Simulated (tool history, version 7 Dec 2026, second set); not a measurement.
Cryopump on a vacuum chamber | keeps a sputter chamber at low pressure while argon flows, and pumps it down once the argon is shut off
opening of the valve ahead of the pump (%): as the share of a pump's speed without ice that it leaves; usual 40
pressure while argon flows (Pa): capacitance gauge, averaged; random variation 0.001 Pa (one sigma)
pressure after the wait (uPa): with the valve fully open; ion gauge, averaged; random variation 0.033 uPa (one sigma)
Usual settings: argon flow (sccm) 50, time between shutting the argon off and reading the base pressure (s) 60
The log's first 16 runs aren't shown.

| run | hour | argon flow (sccm) | time between shutting the argon off and reading the base pressure (s) | opening of the valve ahead of the pump (%) | pressure while argon flows (Pa) | pressure after the wait (uPa) |
|---|---|---|---|---|---|---|
| 17 | 687.4 | 50 | 192 | 40 | 0.2381 | 2.48 |
| 18 | 743.6 | 29 | 60 | 40 | 0.1389 | 3.39 |
| 19 | 774.3 | 54 | 60 | 43 | 0.2432 | 3.58 |
| 20 | 811.1 | 99 | 116 | 33 | 0.5691 | 2.88 |
| 21 | 841 | 99 | 116 | 33 | 0.5699 | 2.85 |
| 22 | 886.4 | 99 | 116 | 33 | 0.5786 | 2.91 |
| 23 | 938.6 | 99 | 116 | 33 | 0.5783 | 3 |
| 24 | 997.2 | 30 | 20 | 56 | 0.1104 | 6.57 |
| 25 | 1044.1 | 30 | 20 | 56 | 0.1117 | 6.78 |
| 26 | 1083.1 | 30 | 20 | 56 | 0.1119 | 6.78 |
| 27 | 1141.8 | 63 | 43 | 19 | 0.6283 | 4.46 |
| 28 | 1178 | 63 | 43 | 19 | 0.6246 | 4.4 |
| 29 | 1215.9 | 26 | 23 | 20 | 0.2455 | 6.27 |
| 30 | 1259.2 | 26 | 35 | 20 | 0.2494 | 5.05 |
|  | 1273.3 | pump warmed up, emptied and cooled again |
| 31 | 1324.2 | 50 | 295 | 40 | 0.2227 | 2.3 |
| 32 | 1371.6 | 21 | 107 | 35 | 0.1071 | 2.83 |
| 33 | 1408.3 | 50 | 60 | 19 | 0.4717 | 3.55 |
| 34 | 1455.9 | 50 | 60 | 23 | 0.3869 | 3.51 |

Forecast each of these 3 alternatives for the next run:
| A | 1487.8 | 22 | 60 | 48 | ? | ? |
| B | 1487.8 | 50 | 60 | 23 | ? | ? |
| C | 1487.8 | 50 | 116 | 52 | ? | ? |

| run | pressure while argon flows (Pa) | pressure after the wait (uPa) |
|---|---|---|
| A | 0.0848 | 3.56 |
| B | 0.3879 | 3.56 |
| C | 0.1756 | 2.91 |
Without the tool's hidden state the same runs would have given:
| run | pressure while argon flows (Pa) | pressure after the wait (uPa) |
|---|---|---|
| A | 0.082 | 1.76 |
| B | 0.3814 | 1.76 |
| C | 0.1691 | 1.08 |
